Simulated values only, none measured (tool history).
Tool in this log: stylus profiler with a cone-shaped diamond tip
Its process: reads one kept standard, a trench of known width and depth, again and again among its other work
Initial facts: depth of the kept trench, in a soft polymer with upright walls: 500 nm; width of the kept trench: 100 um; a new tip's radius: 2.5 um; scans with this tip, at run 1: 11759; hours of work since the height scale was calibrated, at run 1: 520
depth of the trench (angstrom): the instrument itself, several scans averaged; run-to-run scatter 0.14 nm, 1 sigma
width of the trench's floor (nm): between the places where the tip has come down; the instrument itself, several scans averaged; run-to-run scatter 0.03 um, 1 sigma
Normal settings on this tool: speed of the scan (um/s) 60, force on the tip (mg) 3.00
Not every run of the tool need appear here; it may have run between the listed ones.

| run | hour | speed of the scan (um/s) | force on the tip (mg) | scans with this tip | hours of work since the height scale was calibrated | depth of the trench (angstrom) | width of the trench's floor (nm) |
|---|---|---|---|---|---|---|---|
| 1 | 0.0 | 60 | 3.00 | 11759 | 520 | 5089.6 | 96140 |
| 2 | 134.8 | 60 | 3.00 | 12297 | 628 | 5092.3 | 96040 |
| 3 | 217.9 | 127 | 3.00 | 12628 | 694 | 5092.1 | 95650 |
| 4 | 316.8 | 127 | 3.00 | 13022 | 773 | 5090.7 | 95720 |
| 5 | 411.0 | 60 | 3.00 | 13398 | 848 | 5093.5 | 96000 |
| 6 | 549.4 | 60 | 3.00 | 13950 | 959 | 5095.3 | 96020 |
| 7 | 623.0 | 60 | 3.00 | 14244 | 1018 | 5093.0 | 96000 |
| 8 | 693.4 | 60 | 3.00 | 14524 | 1074 | 5096.0 | 96010 |
| 9 | 792.2 | 60 | 3.00 | 14918 | 1153 | 5095.7 | 95960 |
| 10 | 857.7 | 28 | 3.00 | 15180 | 1205 | 5093.9 | 96170 |
| 11 | 923.8 | 28 | 3.00 | 15443 | 1258 | 5096.6 | 96120 |
| 12 | 1039.7 | 21 | 3.00 | 15905 | 1350 | 5095.7 | 96180 |
| 13 | 1100.9 | 21 | 3.00 | 16149 | 1399 | 5098.9 | 96140 |
| 14 | 1221.9 | 21 | 3.00 | 16632 | 1496 | 5096.6 | 96170 |
| 15 | 1339.6 | 21 | 3.00 | 17102 | 1590 | 5099.5 | 96170 |
| 16 | 1464.0 | 21 | 6.57 | 17597 | 1689 | 5158.3 | 96150 |
| 17 | 1561.8 | 60 | 3.39 | 17987 | 1767 | 5108.2 | 95900 |
|  | 1591.5 | height scale calibrated on a step standard |
| 18 | 1671.3 | 60 | 3.00 | 18422 | 64 | 5084.5 | 95780 |
| 19 | 1803.7 | 60 | 3.00 | 18950 | 169 | 5085.6 | 95800 |
| 20 | 1925.5 | 60 | 3.00 | 19436 | 267 | 5084.8 | 95780 |
| 21 | 2036.7 | 176 | 1.27 | 19880 | 355 | 5052.3 | 94570 |
| 22 | 2169.1 | 35 | 2.52 | 20407 | 461 | 5077.7 | 95840 |
| 23 | 2248.1 | 73 | 3.00 | 20722 | 524 | 5089.0 | 95690 |
| 24 | 2364.3 | 49 | 2.36 | 21186 | 617 | 5078.4 | 95740 |
| 25 | 2465.8 | 115 | 1.41 | 21591 | 698 | 5056.5 | 95070 |
| 26 | 2537.6 | 148 | 4.59 | 21877 | 755 | 5114.8 | 95330 |
| 27 | 2643.1 | 46 | 2.03 | 22298 | 839 | 5072.6 | 95710 |
| 28 | 2759.8 | 69 | 1.07 | 22763 | 933 | 5050.1 | 95380 |
| 29 | 2832.7 | 31 | 2.81 | 23054 | 991 | 5089.9 | 95810 |
| 30 | 2967.9 | 31 | 2.81 | 23593 | 1099 | 5089.4 | 95820 |
| 31 | 3061.2 | 31 | 2.81 | 23965 | 1173 | 5089.9 | 95800 |
| 32 | 3118.2 | 64 | 1.58 | 24192 | 1219 | 5063.3 | 95440 |
| 33 | 3236.6 | 73 | 1.58 | 24664 | 1313 | 5068.0 | 95350 |
| 34 | 3307.9 | 73 | 1.58 | 24949 | 1370 | 5066.0 | 95330 |
| 35 | 3417.5 | 73 | 1.58 | 25386 | 1458 | 5067.5 | 95320 |
|  | 3441.1 | new tip fitted, height scale calibrated |
| 36 | 3511.3 | 60 | 1.04 | 280 | 56 | 5043.6 | 96450 |
| 37 | 3576.0 | 60 | 1.04 | 538 | 108 | 5044.8 | 96360 |
| 38 | 3705.9 | 45 | 2.26 | 1056 | 211 | 5073.8 | 96640 |
| 39 | 3836.3 | 20 | 1.86 | 1576 | 316 | 5060.3 | 96810 |

Each row is a separate what-if for the run after 39, all from the same tool condition, not one after another. Results?
| A | 3973.3 | 20 | 3.61 | 2122 | 425 | ? | ? |
| B | 3973.3 | 141 | 1.10 | 2122 | 425 | ? | ? |
| C | 3973.3 | 73 | 2.79 | 2122 | 425 | ? | ? |
| D | 3973.3 | 96 | 8.49 | 2122 | 425 | ? | ? |
| E | 3973.3 | 28 | 1.86 | 2122 | 425 | ? | ? |

| run | depth of the trench (angstrom) | width of the trench's floor (nm) |
|---|---|---|
| A | 5098.1 | 96830 |
| B | 5051.5 | 95580 |
| C | 5084.6 | 96480 |
| D | 5174.8 | 96560 |
| E | 5065.7 | 96700 |
Had the tool no hidden state, the same runs would have come out as:
| run | depth of the trench (angstrom) | width of the trench's floor (nm) |
|---|---|---|
| A | 5092.3 | 96910 |
| B | 5045.8 | 95650 |
| C | 5078.8 | 96550 |
| D | 5168.9 | 96640 |
| E | 5060.0 | 96770 |
